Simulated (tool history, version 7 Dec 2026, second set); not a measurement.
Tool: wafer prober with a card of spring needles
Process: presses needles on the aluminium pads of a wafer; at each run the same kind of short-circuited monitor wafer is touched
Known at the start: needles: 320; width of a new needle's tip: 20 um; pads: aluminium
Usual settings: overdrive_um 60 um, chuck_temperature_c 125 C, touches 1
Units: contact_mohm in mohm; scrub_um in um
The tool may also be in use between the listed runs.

run,hour,overdrive_um,chuck_temperature_c,touches,contact_mohm,scrub_um
1,0,60,125,1,193,13.973
# hour 27.6: tips cleaned on abrasive film
# hour 35.8: height of the first contact set anew
# hour 62.8: tips cleaned on abrasive film
2,92,60,125,1,216,14.07
# hour 96.8: tips cleaned on abrasive film
# hour 130.2: tips cleaned on abrasive film
3,145.6,60,125,1,195,14.076
# hour 165.4: tips cleaned on abrasive film
# hour 199.6: tips cleaned on abrasive film
4,215.8,60,63,1,196,14.031
# hour 235.1: tips cleaned on abrasive film
# hour 273.4: tips cleaned on abrasive film
5,300.2,60,63,1,214,14.013
# hour 307.6: tips cleaned on abrasive film
# hour 343.9: tips cleaned on abrasive film
# hour 379.3: tips cleaned on abrasive film
6,379.6,60,63,1,139,13.979
# hour 412.8: tips cleaned on abrasive film
# hour 445.6: tips cleaned on abrasive film
7,445.6,60,63,1,138,13.942
# hour 478.5: tips cleaned on abrasive film
# hour 500.2: height of the first contact set anew
# hour 513.9: tips cleaned on abrasive film
8,520.4,60,63,1,173,14.085
# hour 546.3: tips cleaned on abrasive film
# hour 582.9: tips cleaned on abrasive film
9,597.3,60,63,1,200,14.039
# hour 615.9: tips cleaned on abrasive film
10,645.1,60,63,1,224,14.036
# hour 651.6: tips cleaned on abrasive film
# hour 684.2: tips cleaned on abrasive film
# hour 716.6: tips cleaned on abrasive film
11,717,60,63,1,141,14.008
# hour 754.1: tips cleaned on abrasive film
# hour 791.2: tips cleaned on abrasive film
12,792.5,60,63,1,151,13.978
# hour 827.6: tips cleaned on abrasive film
# hour 861.9: tips cleaned on abrasive film
13,864.9,60,63,1,150,13.962
# hour 899.3: tips cleaned on abrasive film
# hour 934.6: tips cleaned on abrasive film
14,934.6,60,63,1,140,13.949
# hour 963.1: height of the first contact set anew
# hour 969.3: tips cleaned on abrasive film
15,973.3,60,63,1,160,14.087
# hour 1007: tips cleaned on abrasive film
16,1029.7,63,33,2,172,14.771
# hour 1042.7: tips cleaned on abrasive film
# hour 1079.5: tips cleaned on abrasive film
17,1088.1,63,33,2,153,14.739
# hour 1118.3: tips cleaned on abrasive film
18,1147.9,41,57,1,318,9.567
# hour 1156: tips cleaned on abrasive film
# hour 1188.2: tips cleaned on abrasive film
19,1211.5,41,57,1,301,9.552
# hour 1226.4: tips cleaned on abrasive film
# hour 1261.6: tips cleaned on abrasive film
20,1284.9,47,75,2,208,10.943
# hour 1299.6: tips cleaned on abrasive film
# hour 1337.3: tips cleaned on abrasive film
21,1368.8,54,37,1,251,12.57
# hour 1373.9: tips cleaned on abrasive film
# hour 1411.6: tips cleaned on abrasive film
# hour 1427.2: height of the first contact set anew
22,1427.7,54,66,3,162,12.682
# hour 1444.9: tips cleaned on abrasive film
23,1468.1,54,66,3,174,12.674
# hour 1478.2: tips cleaned on abrasive film
# hour 1510.8: tips cleaned on abrasive film
# hour 1543.2: tips cleaned on abrasive film
24,1543.2,54,53,3,137,12.641
# hour 1579: tips cleaned on abrasive film
25,1604.3,64,38,1,205,14.977
# hour 1611.1: tips cleaned on abrasive film
# hour 1645.6: tips cleaned on abrasive film
26,1652.9,78,94,1,159,18.247
# hour 1680.5: tips cleaned on abrasive film
# hour 1716.8: tips cleaned on abrasive film
27,1741.8,48,85,2,218,11.175
# hour 1749.9: tips cleaned on abrasive film
# hour 1787.1: tips cleaned on abrasive film
28,1808.5,72,43,2,165,16.805
# hour 1823.3: tips cleaned on abrasive film
# hour 1860.1: tips cleaned on abrasive film
29,1878.1,72,43,2,158,16.774

3 ways to go on from here, each from the tool as it stands after run 29. What would each give?
# hour 1894.3: tips cleaned on abrasive film
# hour 1894.6: height of the first contact set anew
# hour 1932.9: tips cleaned on abrasive film
A,1942.7,60,28,1,?,?
# hour 1894.3: tips cleaned on abrasive film
# hour 1894.6: height of the first contact set anew
# hour 1932.9: tips cleaned on abrasive film
B,1942.7,72,59,2,?,?
# hour 1894.3: tips cleaned on abrasive film
# hour 1894.6: height of the first contact set anew
# hour 1932.9: tips cleaned on abrasive film
C,1942.7,72,43,2,?,?

run,contact_mohm,scrub_um
A,177,14.093
B,150,16.908
C,152,16.889
Without the tool's hidden state the same runs would have given:
run,contact_mohm,scrub_um
A,125,14.104
B,128,16.919
C,129,16.9
